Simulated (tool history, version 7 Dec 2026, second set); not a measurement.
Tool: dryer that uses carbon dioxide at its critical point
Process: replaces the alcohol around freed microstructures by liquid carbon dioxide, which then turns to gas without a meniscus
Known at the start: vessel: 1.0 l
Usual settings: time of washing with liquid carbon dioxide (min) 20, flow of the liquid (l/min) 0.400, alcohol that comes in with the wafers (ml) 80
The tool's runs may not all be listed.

run     day  time of washing with liquid carbon dioxide (min)  flow of the liquid (l/min)  alcohol that comes in with the wafers (ml)  alcohol left in the vessel before it's heated (ppm by volume)
  1   0.000                                                20                       0.400                                          80                                                            171
  2   1.458                                                20                       0.400                                          80                                                            176
  3   4.125                                                20                       0.400                                          80                                                            215
  4   6.788                                                20                       0.400                                          80                                                            252
  5   8.842                                                20                       0.400                                          80                                                            283
     10.583  -- inlet filter changed
  6  11.196                                                20                       0.400                                          80                                                            220
  7  12.433                                                20                       0.400                                          80                                                            235
  8  13.712                                                20                       0.400                                          80                                                            250
  9  15.267                                                20                       0.400                                          80                                                            279
 10  17.408                                                20                       0.400                                          80                                                            313
 11  20.125                                                20                       0.400                                          26                                                            223
     22.417  -- inlet filter changed
 12  22.417                                                20                       0.400                                          26                                                            212
 13  23.675                                                20                       0.400                                          47                                                            260
 14  25.942                                                20                       0.400                                          47                                                            274
 15  27.204                                                20                       0.400                                          47                                                            277
 16  29.338                                                20                       0.400                                          47                                                            312
 17  30.629                                                20                       0.400                                          47                                                            311
 18  32.050                                                20                       0.400                                          22                                                            271
 19  33.967                                                20                       0.400                                          80                                                            458
     34.433  -- inlet filter changed
 20  35.683                                                20                       0.400                                          80                                                            382
 21  37.708                                                20                       0.400                                          80                                                            408
 22  39.246                                                20                       0.573                                          80                                                            288
 23  41.279                                                20                       0.400                                          63                                                            436
     42.704  -- purifier's bed changed
 24  42.996                                                19                       0.400                                          22                                                             76
 25  45.254                                                22                       0.246                                          27                                                            458
     46.454  -- inlet filter changed
 26  47.879                                                28                       0.350                                         114                                                             82
 27  49.696                                                28                       0.350                                         114                                                            106
 28  51.742                                                28                       0.350                                         114                                                            116
 29  54.108                                                21                       0.508                                          80                                                             96
 30  55.917                                                21                       0.508                                          98                                                            114
 31  57.283                                                14                       0.375                                          51                                                           1120
     58.417  -- inlet filter changed
 32  59.533                                                14                       0.375                                          51                                                            886
 33  61.767                                                20                       0.348                                          98                                                            532
 34  63.000                                                20                       0.348                                          98                                                            562
 35  64.771                                                20                       0.348                                          98                                                            607
 36  67.446                                                14                       0.400                                          80                                                           1309
     70.250  -- inlet filter changed
 37  70.383                                                13                       0.538                                          58                                                            407
 38  72.050                                                20                       0.315                                          26                                                            363
 39  74.317                                                20                       0.315                                          26                                                            395
 40  76.271                                                20                       0.315                                          26                                                            410
 41  77.917                                                17                       0.243                                          27                                                           1307
 42  80.325                                                20                       0.257                                         105                                                           2337
     82.088  -- inlet filter changed
 43  82.562                                                20                       0.257                                         105                                                           1865
 44  85.254                                                25                       0.428                                          51                                                            287
 45  86.504                                                30                       0.368                                         108                                                            305

4 ways to go on from here, each from the tool as it stands after run 45. What would each give?
     87.671  -- purifier's bed changed
  A  88.467                                                27                       0.553                                          34                                                              ?
     87.671  -- purifier's bed changed
  B  88.467                                                24                       0.269                                         114                                                              ?
     87.671  -- purifier's bed changed
  C  88.467                                                20                       0.400                                          95                                                              ?
     87.671  -- purifier's bed changed
  D  88.467                                                22                       0.368                                          55                                                              ?

run  alcohol left in the vessel before it's heated (ppm by volume)
  A                                                             10
  B                                                            729
  C                                                            208
  D                                                            110
Without the tool's hidden state the same runs would have given:
run  alcohol left in the vessel before it's heated (ppm by volume)
  A                                                              3
  B                                                            573
  C                                                            154
  D                                                             77
